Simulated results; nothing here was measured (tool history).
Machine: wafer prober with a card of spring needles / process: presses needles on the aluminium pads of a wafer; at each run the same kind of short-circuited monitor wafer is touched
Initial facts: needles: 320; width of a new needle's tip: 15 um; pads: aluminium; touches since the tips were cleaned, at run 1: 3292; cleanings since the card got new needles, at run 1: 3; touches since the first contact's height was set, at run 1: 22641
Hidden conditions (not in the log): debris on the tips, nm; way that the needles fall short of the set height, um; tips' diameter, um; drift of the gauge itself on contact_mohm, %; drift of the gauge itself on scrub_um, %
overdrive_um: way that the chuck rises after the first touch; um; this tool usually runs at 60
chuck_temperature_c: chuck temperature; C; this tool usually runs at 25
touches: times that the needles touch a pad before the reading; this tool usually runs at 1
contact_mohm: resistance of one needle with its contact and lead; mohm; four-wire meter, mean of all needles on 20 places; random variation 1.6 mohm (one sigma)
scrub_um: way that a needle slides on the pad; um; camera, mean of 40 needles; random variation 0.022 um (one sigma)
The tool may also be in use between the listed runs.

run,day,overdrive_um,chuck_temperature_c,touches,touches since the tips were cleaned,cleanings since the card got new needles,touches since the first contact's height was set,contact_mohm,scrub_um
1,0,60,25,1,3292,3,22641,191,9.37
2,0.312,60,25,1,5350,3,24699,206,9.33
# day 0.367: tips cleaned on abrasive film
3,0.742,60,25,2,2458,4,27480,175,9.38
4,1.012,60,25,1,4216,4,29238,202,9.33
# day 1.25: tips cleaned on abrasive film
5,1.425,60,25,1,1162,5,31924,177,9.35
6,1.812,60,25,1,3702,5,34464,197,9.26
# day 2.129: tips cleaned on abrasive film
7,2.275,60,25,1,950,6,37457,175,9.32
8,2.688,60,25,2,3641,6,40148,183,9.28
# day 3.025: tips cleaned on abrasive film
9,3.125,60,25,2,668,7,42994,166,9.26
10,3.621,60,25,1,3916,7,46242,195,9.28
# day 3.879: tips cleaned on abrasive film
11,4.05,60,25,1,1120,8,49024,177,9.3
12,4.367,60,25,1,3190,8,51094,194,9.27
# day 4.762: tips cleaned on abrasive film
13,4.954,60,28,1,1251,9,54918,181,9.26
14,5.408,60,28,1,4230,9,57897,201,9.24
# day 5.621: tips cleaned on abrasive film
15,5.717,60,25,3,643,10,59894,163,9.27
16,6.2,60,25,3,3781,10,63032,170,9.28
# day 6.5: tips cleaned on abrasive film
17,6.692,60,25,1,1260,11,66238,179,9.2
18,7,40,31,2,3287,11,68265,209,6.09
# day 7.371: tips cleaned on abrasive film
19,7.546,40,31,2,1134,12,71800,192,6.1
20,8.079,40,66,3,4627,12,75293,205,6.15
# day 8.271: tips cleaned on abrasive film
21,8.346,53,51,3,498,13,77010,171,8.12
22,8.742,47,122,2,3080,13,79592,211,7.18
# day 9.142: tips cleaned on abrasive film
23,9.338,47,122,2,1279,14,83473,200,7.19
24,9.904,47,122,2,5003,14,87197,219,7.14
# day 10.008: tips cleaned on abrasive film
25,10.471,47,122,2,3027,15,90860,211,7.16
# day 10.867: tips cleaned on abrasive film
26,10.867,61,28,2,0,16,93440,162,9.3
27,11.342,61,28,2,3118,16,96558,181,9.32
# day 11.746: tips cleaned on abrasive film
28,11.829,53,25,2,557,17,99712,169,8.03
29,12.221,43,25,2,3125,17,102280,209,6.48
# day 12.633: tips cleaned on abrasive film
30,12.783,43,25,2,982,18,105920,181,6.5
31,13.158,43,25,2,3455,18,108393,204,6.48
# day 13.492: tips cleaned on abrasive film
32,13.546,43,25,2,356,19,110906,174,6.46
33,13.975,43,25,2,3157,19,113707,203,6.48
# day 14.362: tips cleaned on abrasive film
34,14.362,43,25,2,0,20,116210,172,6.44

A few steps of contact_mohm between consecutive runs. Split each: what settings, incoming material and random variation would produce without the hidden state, and what is left over for the hidden state, along with gauge scatter present in only one of the two compared results (measured, and without hidden state):
Run 14 -> 15: chuck_temperature_c 28 -> 25, touches 1 -> 3, tips cleaned on abrasive film. contact_mohm -38 mohm: hidden state -38, all else +0.
Run 21 -> 22: overdrive_um 53 -> 47, chuck_temperature_c 51 -> 122, touches 3 -> 2. contact_mohm +40 mohm: hidden state +25, all else +15.
Run 25 -> 26: overdrive_um 47 -> 61, chuck_temperature_c 122 -> 28, tips cleaned on abrasive film. contact_mohm -49 mohm: hidden state -28, all else -21.
Run 28 -> 29: overdrive_um 53 -> 43. contact_mohm +40 mohm: hidden state +31, all else +9.
Run 31 -> 32: tips cleaned on abrasive film. contact_mohm -30 mohm: hidden state -33, all else +3.
Run 33 -> 34: tips cleaned on abrasive film. contact_mohm -31 mohm: hidden state -34, all else +3.

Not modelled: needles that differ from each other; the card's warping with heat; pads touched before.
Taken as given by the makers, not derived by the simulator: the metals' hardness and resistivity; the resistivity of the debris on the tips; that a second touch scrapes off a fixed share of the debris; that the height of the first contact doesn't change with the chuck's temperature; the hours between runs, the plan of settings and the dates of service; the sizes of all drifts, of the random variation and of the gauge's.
